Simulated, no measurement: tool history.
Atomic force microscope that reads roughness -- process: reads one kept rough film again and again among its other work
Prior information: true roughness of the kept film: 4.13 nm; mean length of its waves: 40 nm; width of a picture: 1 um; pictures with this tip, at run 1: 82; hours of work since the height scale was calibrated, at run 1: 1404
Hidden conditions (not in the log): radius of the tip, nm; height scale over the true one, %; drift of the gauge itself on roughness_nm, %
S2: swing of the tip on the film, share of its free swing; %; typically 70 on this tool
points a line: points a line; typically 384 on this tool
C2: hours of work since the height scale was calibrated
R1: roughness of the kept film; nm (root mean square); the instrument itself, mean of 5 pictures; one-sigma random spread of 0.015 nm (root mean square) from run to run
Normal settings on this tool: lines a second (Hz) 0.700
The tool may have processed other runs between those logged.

run 1 hour=0.0 | lines_a_second_(Hz)=0.700 S2=70 points_a_line=384 | pictures_with_this_tip=82 C2=1404 | R1=3.493
run 2 hour=58.6 | lines_a_second_(Hz)=0.700 S2=70 points_a_line=384 | pictures_with_this_tip=154 C2=1428 | R1=3.338
run 3 hour=121.9 | lines_a_second_(Hz)=1.680 S2=70 points_a_line=384 | pictures_with_this_tip=232 C2=1454 | R1=3.095
run 4 hour=173.8 | lines_a_second_(Hz)=1.680 S2=70 points_a_line=384 | pictures_with_this_tip=296 C2=1476 | R1=2.992
-- hour=179.5 new tip fitted
run 5 hour=240.7 | lines_a_second_(Hz)=1.680 S2=70 points_a_line=384 | pictures_with_this_tip=75 C2=1504 | R1=3.353
run 6 hour=289.5 | lines_a_second_(Hz)=1.680 S2=70 points_a_line=384 | pictures_with_this_tip=136 C2=1524 | R1=3.240
run 7 hour=362.8 | lines_a_second_(Hz)=1.680 S2=70 points_a_line=384 | pictures_with_this_tip=226 C2=1555 | R1=3.086
-- hour=428.9 new tip fitted
run 8 hour=442.0 | lines_a_second_(Hz)=0.700 S2=78 points_a_line=384 | pictures_with_this_tip=16 C2=1587 | R1=3.511
run 9 hour=493.6 | lines_a_second_(Hz)=0.700 S2=78 points_a_line=384 | pictures_with_this_tip=79 C2=1609 | R1=3.391
run 10 hour=530.4 | lines_a_second_(Hz)=2.903 S2=65 points_a_line=341 | pictures_with_this_tip=124 C2=1624 | R1=3.186
run 11 hour=596.6 | lines_a_second_(Hz)=2.903 S2=65 points_a_line=341 | pictures_with_this_tip=206 C2=1652 | R1=3.066
-- hour=674.9 new tip fitted
run 12 hour=674.9 | lines_a_second_(Hz)=3.708 S2=70 points_a_line=384 | pictures_with_this_tip=0 C2=1684 | R1=3.213
-- hour=692.3 height scale calibrated on a step standard
run 13 hour=757.8 | lines_a_second_(Hz)=0.684 S2=77 points_a_line=340 | pictures_with_this_tip=101 C2=27 | R1=3.479
run 14 hour=810.5 | lines_a_second_(Hz)=0.684 S2=77 points_a_line=340 | pictures_with_this_tip=166 C2=49 | R1=3.354
run 15 hour=886.2 | lines_a_second_(Hz)=0.684 S2=77 points_a_line=340 | pictures_with_this_tip=259 C2=81 | R1=3.185
-- hour=925.1 new tip fitted
run 16 hour=961.4 | lines_a_second_(Hz)=0.700 S2=70 points_a_line=411 | pictures_with_this_tip=45 C2=112 | R1=3.607
run 17 hour=1044.7 | lines_a_second_(Hz)=0.700 S2=83 points_a_line=509 | pictures_with_this_tip=147 C2=147 | R1=3.297
run 18 hour=1113.8 | lines_a_second_(Hz)=3.352 S2=68 points_a_line=911 | pictures_with_this_tip=232 C2=176 | R1=2.961

Predict each of these 5 candidate next runs independently; none follows another, all start after run 18:
-- hour=1177.2 new tip fitted
run A hour=1177.5 | lines_a_second_(Hz)=3.558 S2=84 points_a_line=331 | pictures_with_this_tip=0 C2=202 | R1=?
-- hour=1177.2 new tip fitted
run B hour=1177.5 | lines_a_second_(Hz)=3.745 S2=71 points_a_line=911 | pictures_with_this_tip=0 C2=202 | R1=?
-- hour=1177.2 new tip fitted
run C hour=1177.5 | lines_a_second_(Hz)=2.854 S2=70 points_a_line=384 | pictures_with_this_tip=0 C2=202 | R1=?
-- hour=1177.2 new tip fitted
run D hour=1177.5 | lines_a_second_(Hz)=3.352 S2=77 points_a_line=911 | pictures_with_this_tip=0 C2=202 | R1=?
-- hour=1177.2 new tip fitted
run E hour=1177.5 | lines_a_second_(Hz)=2.733 S2=70 points_a_line=418 | pictures_with_this_tip=0 C2=202 | R1=?

run=A R1=2.832
run=B R1=3.256
run=C R1=3.389
run=D R1=3.111
run=E R1=3.389
What these runs would have given with no unlogged condition in the tool:
run=A R1=2.846
run=B R1=3.272
run=C R1=3.405
run=D R1=3.126
run=E R1=3.405
